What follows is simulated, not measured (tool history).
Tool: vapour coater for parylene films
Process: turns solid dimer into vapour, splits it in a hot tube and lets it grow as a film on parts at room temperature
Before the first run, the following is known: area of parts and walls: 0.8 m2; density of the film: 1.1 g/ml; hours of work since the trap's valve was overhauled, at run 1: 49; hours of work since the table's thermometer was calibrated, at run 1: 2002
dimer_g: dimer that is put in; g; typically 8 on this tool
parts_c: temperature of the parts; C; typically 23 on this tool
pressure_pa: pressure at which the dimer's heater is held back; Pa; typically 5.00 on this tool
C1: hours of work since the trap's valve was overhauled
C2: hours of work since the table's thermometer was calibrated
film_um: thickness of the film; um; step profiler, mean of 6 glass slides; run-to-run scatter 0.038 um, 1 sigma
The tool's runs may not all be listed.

Run 1, day 0.000: usual settings; C1 49; C2 2002. Result: film_um 3.88 um.
Run 2, day 2.979: usual settings; C1 112; C2 2065. Result: film_um 3.89 um.
Run 3, day 6.050: usual settings; C1 178; C2 2131. Result: film_um 3.85 um.
Run 4, day 9.750: usual settings; C1 257; C2 2210. Result: film_um 3.81 um.
At day 12.350: table's thermometer calibrated.
Run 5, day 12.621: usual settings; C1 317; C2 6. Result: film_um 3.87 um.
At day 16.117: trap's valve overhauled.
Run 6, day 16.229: usual settings but parts_c 35 C; C1 2; C2 79. Result: film_um 3.14 um.
Run 7, day 18.258: usual settings but parts_c 35 C; C1 46; C2 123. Result: film_um 3.00 um.
Run 8, day 20.129: usual settings but parts_c 19 C; C1 86; C2 162. Result: film_um 4.40 um.
Run 9, day 23.117: usual settings but parts_c 19 C; C1 149; C2 226. Result: film_um 4.38 um.
Run 10, day 26.804: usual settings but parts_c 19 C; C1 228; C2 305. Result: film_um 4.28 um.
Run 11, day 29.862: usual settings but pressure_pa 2.12 Pa; C1 293; C2 370. Result: film_um 4.75 um.
Run 12, day 32.804: usual settings but pressure_pa 2.12 Pa; C1 356; C2 433. Result: film_um 4.73 um.
At day 34.362: trap's valve overhauled.
Run 13, day 35.354: usual settings; C1 21; C2 484. Result: film_um 4.05 um.
Run 14, day 37.112: usual settings; C1 59; C2 521. Result: film_um 4.05 um.
Run 15, day 40.704: usual settings; C1 135; C2 598. Result: film_um 4.05 um.
Run 16, day 43.783: usual settings; C1 201; C2 664. Result: film_um 3.90 um.
Run 17, day 45.496: usual settings; C1 238; C2 700. Result: film_um 3.92 um.
Run 18, day 49.062: usual settings; C1 314; C2 776. Result: film_um 3.87 um.
At day 52.438: trap's valve overhauled.
Run 19, day 52.525: usual settings but dimer_g 4 g; C1 2; C2 847. Result: film_um 1.98 um.
Run 20, day 55.383: usual settings but dimer_g 3 g, pressure_pa 8.76 Pa; C1 63; C2 908. Result: film_um 1.30 um.
Run 21, day 57.283: usual settings but dimer_g 3 g, pressure_pa 8.76 Pa; C1 103; C2 948. Result: film_um 1.30 um.
Run 22, day 60.412: usual settings but dimer_g 9 g, parts_c 20 C, pressure_pa 8.76 Pa; C1 170; C2 1015. Result: film_um 4.13 um.
Run 23, day 62.029: usual settings but dimer_g 9 g, parts_c 20 C, pressure_pa 8.76 Pa; C1 205; C2 1049. Result: film_um 4.13 um.
Run 24, day 64.271: usual settings but pressure_pa 4.25 Pa; C1 253; C2 1097. Result: film_um 3.97 um.
Run 25, day 67.442: usual settings but dimer_g 6 g, parts_c 29 C, pressure_pa 11.36 Pa; C1 320; C2 1165. Result: film_um 2.05 um.
At day 70.808: trap's valve overhauled.
Run 26, day 71.121: usual settings but dimer_g 6 g, parts_c 29 C, pressure_pa 11.36 Pa; C1 7; C2 1240. Result: film_um 2.13 um.
Run 27, day 72.775: usual settings but pressure_pa 3.90 Pa; C1 42; C2 1275. Result: film_um 4.24 um.
Run 28, day 75.204: usual settings but dimer_g 7 g, parts_c 16 C, pressure_pa 3.22 Pa; C1 94; C2 1327. Result: film_um 4.57 um.
Run 29, day 77.492: usual settings but dimer_g 7 g, parts_c 16 C, pressure_pa 3.22 Pa; C1 143; C2 1376. Result: film_um 4.47 um.
Run 30, day 80.433: usual settings but dimer_g 3 g, parts_c 16 C, pressure_pa 3.22 Pa; C1 205; C2 1438. Result: film_um 1.91 um.
Run 31, day 82.708: usual settings but parts_c 31 C, pressure_pa 2.16 Pa; C1 254; C2 1487. Result: film_um 3.94 um.
Run 32, day 86.296: usual settings but parts_c 31 C, pressure_pa 2.16 Pa; C1 330; C2 1564. Result: film_um 3.78 um.
At day 88.917: trap's valve overhauled.
Run 33, day 89.354: usual settings but pressure_pa 2.09 Pa; C1 9; C2 1625. Result: film_um 4.87 um.
Run 34, day 92.846: usual settings but pressure_pa 2.54 Pa; C1 84; C2 1700. Result: film_um 4.70 um.
Run 35, day 95.496: usual settings but parts_c 30 C; C1 140; C2 1756. Result: film_um 3.33 um.

Forecast each of these 4 alternatives for the next run:
Run A, day 97.308: usual settings but dimer_g 9 g, pressure_pa 3.73 Pa; C1 179; C2 1795. Result: film_um ?.
Run B, day 97.308: usual settings but parts_c 24 C; C1 179; C2 1795. Result: film_um ?.
Run C, day 97.308: usual settings but parts_c 28 C; C1 179; C2 1795. Result: film_um ?.
Run D, day 97.308: usual settings but parts_c 30 C, pressure_pa 3.17 Pa; C1 179; C2 1795. Result: film_um ?.

run  film_um
  A     4.73
  B     3.78
  C     3.48
  D     3.72
What these runs would have given with no unlogged condition in the tool:
run  film_um
  A     4.98
  B     3.98
  C     3.67
  D     3.92
